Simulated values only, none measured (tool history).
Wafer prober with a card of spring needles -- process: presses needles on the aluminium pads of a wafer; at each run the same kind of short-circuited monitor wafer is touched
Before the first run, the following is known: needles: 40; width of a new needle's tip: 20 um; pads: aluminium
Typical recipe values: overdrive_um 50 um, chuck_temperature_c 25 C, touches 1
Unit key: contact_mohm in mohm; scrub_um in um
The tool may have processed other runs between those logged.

run,hour,overdrive_um,chuck_temperature_c,touches,contact_mohm,scrub_um
1,0,50,25,1,312,13.29
2,39.5,50,25,1,283,12.95
3,69.3,50,25,1,293,12.95
4,95.1,50,50,1,235,12.94
5,122.1,50,50,1,227,12.96
6,149.9,66,25,1,281,17.02
7,187.2,50,25,1,250,12.71
8,213.4,50,25,1,510,12.56
9,235.8,50,25,1,372,12.66
10,253.5,50,25,1,466,12.61
11,271.1,50,25,1,228,12.72
12,288.7,50,25,1,349,12.45
13,321.3,50,25,1,395,13.42
14,354,31,25,1,918,8.11
15,380.1,33,25,1,715,8.62
16,422.2,33,25,1,609,8.57
17,456.7,33,51,1,936,8.45
18,474.3,40,36,1,318,10.35
19,510.8,41,35,1,572,10.53
20,548.3,41,35,1,345,10.38
21,567.1,50,68,1,441,12.66
22,602.8,50,27,2,242,12.62
23,620.6,30,57,2,550,7.32
24,646.7,52,27,3,259,13.11
25,674.8,52,27,3,223,13.98
26,708.9,46,29,1,471,12.19
27,732.8,58,58,1,316,15.23
28,752.1,36,49,3,415,9.21
29,784.6,50,101,3,246,12.91
30,814.3,62,65,3,218,16.19
31,848.7,34,39,2,550,8.64

Between the runs listed above, the log contained 62 entries, not reproduced here. Where in the sequence does each belong, and how does what the log doesn't record of the tool's condition differ from the listed run before to the listed run after?
Between runs 1 and 2: tips cleaned on abrasive film (hour 10.5); tips cleaned on abrasive film (hour 24.2); tips cleaned on abrasive film (hour 37)
  debris on the tips, nm: 25.2 -> 17; way that the needles fall short of the set height, um: 0.47 -> 0.86; tips' diameter, um: 21.95 -> 22.79
  the result without the hidden state subtracted from the measured one, contact_mohm: +113 -> +85 mohm; scrub_um: -0.13 -> -0.22 um
Between runs 2 and 3: tips cleaned on abrasive film (hour 51.5); tips cleaned on abrasive film (hour 66.1)
  debris on the tips, nm: 17 -> 19.2; way that the needles fall short of the set height, um: 0.86 -> 1.08; tips' diameter, um: 22.79 -> 22.87
  the result without the hidden state subtracted from the measured one, contact_mohm: +85 -> +98 mohm; scrub_um: -0.22 -> -0.28 um
Between runs 3 and 4: tips cleaned on abrasive film (hour 80.1); tips cleaned on abrasive film (hour 95.1)
  debris on the tips, nm: 19.2 -> 4.6; way that the needles fall short of the set height, um: 1.08 -> 1.31; tips' diameter, um: 22.87 -> 22.95
  the result without the hidden state subtracted from the measured one, contact_mohm: +98 -> +30 mohm; scrub_um: -0.28 -> -0.35 um
Between runs 4 and 5: tips cleaned on abrasive film (hour 109.1); tips cleaned on abrasive film (hour 122.1)
  debris on the tips, nm: 4.6 -> 2.9; way that the needles fall short of the set height, um: 1.31 -> 1.5; tips' diameter, um: 22.95 -> 23.02
  the result without the hidden state subtracted from the measured one, contact_mohm: +30 -> +22 mohm; scrub_um: -0.35 -> -0.4 um
Between runs 5 and 6: tips cleaned on abrasive film (hour 135.6); tips cleaned on abrasive film, once more (hour 144.3)
  debris on the tips, nm: 2.9 -> 32.4; way that the needles fall short of the set height, um: 1.5 -> 1.71; tips' diameter, um: 23.02 -> 23.09
  the result without the hidden state subtracted from the measured one, contact_mohm: +22 -> +97 mohm; scrub_um: -0.4 -> -0.45 um
Between runs 6 and 7: tips cleaned on abrasive film (hour 158.8); tips cleaned on abrasive film (hour 171.6); tips cleaned on abrasive film (hour 186.3)
  debris on the tips, nm: 32.4 -> 8.4; way that the needles fall short of the set height, um: 1.71 -> 2.06; tips' diameter, um: 23.09 -> 23.21
  the result without the hidden state subtracted from the measured one, contact_mohm: +97 -> +52 mohm; scrub_um: -0.45 -> -0.54 um
Between runs 7 and 8: tips cleaned on abrasive film (hour 201.1)
  debris on the tips, nm: 8.4 -> 59.2; way that the needles fall short of the set height, um: 2.06 -> 2.17; tips' diameter, um: 23.21 -> 23.25
  the result without the hidden state subtracted from the measured one, contact_mohm: +52 -> +311 mohm; scrub_um: -0.54 -> -0.57 um
Between runs 8 and 9: tips cleaned on abrasive film (hour 216.6); tips cleaned on abrasive film (hour 230.3)
  debris on the tips, nm: 59.2 -> 31.1; way that the needles fall short of the set height, um: 2.17 -> 2.38; tips' diameter, um: 23.25 -> 23.32
  the result without the hidden state subtracted from the measured one, contact_mohm: +311 -> +172 mohm; scrub_um: -0.57 -> -0.63 um
Between runs 9 and 10: tips cleaned on abrasive film (hour 243.9)
  debris on the tips, nm: 31.1 -> 49.6; way that the needles fall short of the set height, um: 2.38 -> 2.48; tips' diameter, um: 23.32 -> 23.36
  the result without the hidden state subtracted from the measured one, contact_mohm: +172 -> +267 mohm; scrub_um: -0.63 -> -0.66 um
Between runs 10 and 11: tips cleaned on abrasive film (hour 258.3); tips cleaned on abrasive film (hour 271.1)
  debris on the tips, nm: 49.6 -> 3.3; way that the needles fall short of the set height, um: 2.48 -> 2.72; tips' diameter, um: 23.36 -> 23.44
  the result without the hidden state subtracted from the measured one, contact_mohm: +267 -> +28 mohm; scrub_um: -0.66 -> -0.72 um
Between runs 11 and 12: tips cleaned on abrasive film (hour 285.2)
  debris on the tips, nm: 3.3 -> 26.5; way that the needles fall short of the set height, um: 2.72 -> 2.81; tips' diameter, um: 23.44 -> 23.47
  the result without the hidden state subtracted from the measured one, contact_mohm: +28 -> +151 mohm; scrub_um: -0.72 -> -0.74 um
Between runs 12 and 13: tips cleaned on abrasive film (hour 300.4); height of the first contact set anew (hour 300.7); tips cleaned on abrasive film (hour 314.4)
  debris on the tips, nm: 26.5 -> 39.7; way that the needles fall short of the set height, um: 2.81 -> 0.14; tips' diameter, um: 23.47 -> 23.57
  the result without the hidden state subtracted from the measured one, contact_mohm: +151 -> +199 mohm; scrub_um: -0.74 -> -0.04 um
Between runs 13 and 14: tips cleaned on abrasive film (hour 327.7); tips cleaned on abrasive film (hour 342.3)
  debris on the tips, nm: 39.7 -> 54.1; way that the needles fall short of the set height, um: 0.14 -> 0.41; tips' diameter, um: 23.57 -> 23.66
  the result without the hidden state subtracted from the measured one, contact_mohm: +199 -> +693 mohm; scrub_um: -0.04 -> -0.11 um
Between runs 14 and 15: tips cleaned on abrasive film (hour 357.2); tips cleaned on abrasive film (hour 372.7)
  debris on the tips, nm: 54.1 -> 42.3; way that the needles fall short of the set height, um: 0.41 -> 0.61; tips' diameter, um: 23.66 -> 23.73
  the result without the hidden state subtracted from the measured one, contact_mohm: +693 -> +493 mohm; scrub_um: -0.11 -> -0.17 um
Between runs 15 and 16: tips cleaned on abrasive film (hour 387.6); tips cleaned on abrasive film (hour 403.4); tips cleaned on abrasive film (hour 416.4)
  debris on the tips, nm: 42.3 -> 32.4; way that the needles fall short of the set height, um: 0.61 -> 0.91; tips' diameter, um: 23.73 -> 23.84
  the result without the hidden state subtracted from the measured one, contact_mohm: +493 -> +389 mohm; scrub_um: -0.17 -> -0.25 um
Between runs 16 and 17: tips cleaned on abrasive film (hour 430.3); tips cleaned on abrasive film (hour 444.3)
  debris on the tips, nm: 32.4 -> 60; way that the needles fall short of the set height, um: 0.91 -> 1.19; tips' diameter, um: 23.84 -> 23.94
  the result without the hidden state subtracted from the measured one, contact_mohm: +389 -> +703 mohm; scrub_um: -0.25 -> -0.31 um
Between runs 17 and 18: tips cleaned on abrasive film (hour 458.7); tips cleaned on abrasive film (hour 473.1)
  debris on the tips, nm: 60 -> 10.9; way that the needles fall short of the set height, um: 1.19 -> 1.41; tips' diameter, um: 23.94 -> 24.01
  the result without the hidden state subtracted from the measured one, contact_mohm: +703 -> +102 mohm; scrub_um: -0.31 -> -0.37 um
Between runs 18 and 19: tips cleaned on abrasive film (hour 488.2); tips cleaned on abrasive film (hour 503.5)
  debris on the tips, nm: 10.9 -> 44.3; way that the needles fall short of the set height, um: 1.41 -> 1.65; tips' diameter, um: 24.01 -> 24.1
  the result without the hidden state subtracted from the measured one, contact_mohm: +102 -> +361 mohm; scrub_um: -0.37 -> -0.45 um
Between runs 19 and 20: tips cleaned on abrasive film (hour 518.6); tips cleaned on abrasive film (hour 531.8); tips cleaned on abrasive film (hour 545.9)
  debris on the tips, nm: 44.3 -> 14.3; way that the needles fall short of the set height, um: 1.65 -> 2.04; tips' diameter, um: 24.1 -> 24.24
  the result without the hidden state subtracted from the measured one, contact_mohm: +361 -> +132 mohm; scrub_um: -0.45 -> -0.55 um
Between runs 20 and 21: tips cleaned on abrasive film (hour 560.1)
  debris on the tips, nm: 14.3 -> 42.6; way that the needles fall short of the set height, um: 2.04 -> 2.13; tips' diameter, um: 24.24 -> 24.26
  the result without the hidden state subtracted from the measured one, contact_mohm: +132 -> +231 mohm; scrub_um: -0.55 -> -0.56 um
Between runs 21 and 22: tips cleaned on abrasive film (hour 573.1); tips cleaned on abrasive film (hour 587.2); tips cleaned on abrasive film (hour 602.3)
  debris on the tips, nm: 42.6 -> 10.8; way that the needles fall short of the set height, um: 2.13 -> 2.5; tips' diameter, um: 24.26 -> 24.39
  the result without the hidden state subtracted from the measured one, contact_mohm: +231 -> +48 mohm; scrub_um: -0.56 -> -0.66 um
Between runs 22 and 23: tips cleaned on abrasive film (hour 615.9)
  debris on the tips, nm: 10.8 -> 28.9; way that the needles fall short of the set height, um: 2.5 -> 2.61; tips' diameter, um: 24.39 -> 24.43
  the result without the hidden state subtracted from the measured one, contact_mohm: +48 -> +307 mohm; scrub_um: -0.66 -> -0.7 um
Between runs 23 and 24: tips cleaned on abrasive film (hour 629.1); tips cleaned on abrasive film (hour 643.8)
  debris on the tips, nm: 28.9 -> 24.3; way that the needles fall short of the set height, um: 2.61 -> 2.85; tips' diameter, um: 24.43 -> 24.52
  the result without the hidden state subtracted from the measured one, contact_mohm: +307 -> +60 mohm; scrub_um: -0.7 -> -0.76 um
Between runs 24 and 25: height of the first contact set anew (hour 656.1); tips cleaned on abrasive film (hour 659.3); tips cleaned on abrasive film (hour 673.9)
  debris on the tips, nm: 24.3 -> 7.9; way that the needles fall short of the set height, um: 2.85 -> 0.27; tips' diameter, um: 24.52 -> 24.61
  the result without the hidden state subtracted from the measured one, contact_mohm: +60 -> +24 mohm; scrub_um: -0.76 -> -0.07 um
Between runs 25 and 26: tips cleaned on abrasive film (hour 686.7); tips cleaned on abrasive film (hour 701.4)
  debris on the tips, nm: 7.9 -> 41.6; way that the needles fall short of the set height, um: 0.27 -> 0.48; tips' diameter, um: 24.61 -> 24.69
  the result without the hidden state subtracted from the measured one, contact_mohm: +24 -> +269 mohm; scrub_um: -0.07 -> -0.13 um
Between runs 26 and 27: tips cleaned on abrasive film (hour 715); tips cleaned on abrasive film (hour 728.7)
  debris on the tips, nm: 41.6 -> 27; way that the needles fall short of the set height, um: 0.48 -> 0.7; tips' diameter, um: 24.69 -> 24.76
  the result without the hidden state subtracted from the measured one, contact_mohm: +269 -> +114 mohm; scrub_um: -0.13 -> -0.19 um
Between runs 27 and 28: tips cleaned on abrasive film (hour 743.7)
  debris on the tips, nm: 27 -> 46.4; way that the needles fall short of the set height, um: 0.7 -> 0.82; tips' diameter, um: 24.76 -> 24.81
  the result without the hidden state subtracted from the measured one, contact_mohm: +114 -> +189 mohm; scrub_um: -0.19 -> -0.21 um
Between runs 28 and 29: tips cleaned on abrasive film (hour 757.6); tips cleaned on abrasive film (hour 770.6); tips cleaned on abrasive film (hour 784.6)
  debris on the tips, nm: 46.4 -> 6.4; way that the needles fall short of the set height, um: 0.82 -> 1.16; tips' diameter, um: 24.81 -> 24.92
  the result without the hidden state subtracted from the measured one, contact_mohm: +189 -> +26 mohm; scrub_um: -0.21 -> -0.31 um
Between runs 29 and 30: tips cleaned on abrasive film (hour 798.7); tips cleaned on abrasive film (hour 814.3)
  debris on the tips, nm: 6.4 -> 5.9; way that the needles fall short of the set height, um: 1.16 -> 1.37; tips' diameter, um: 24.92 -> 25
  the result without the hidden state subtracted from the measured one, contact_mohm: +26 -> +18 mohm; scrub_um: -0.31 -> -0.37 um
Between runs 30 and 31: tips cleaned on abrasive film (hour 827.5); tips cleaned on abrasive film (hour 841.3)
  debris on the tips, nm: 5.9 -> 40.9; way that the needles fall short of the set height, um: 1.37 -> 1.57; tips' diameter, um: 25 -> 25.07
  the result without the hidden state subtracted from the measured one, contact_mohm: +18 -> +325 mohm; scrub_um: -0.37 -> -0.42 um
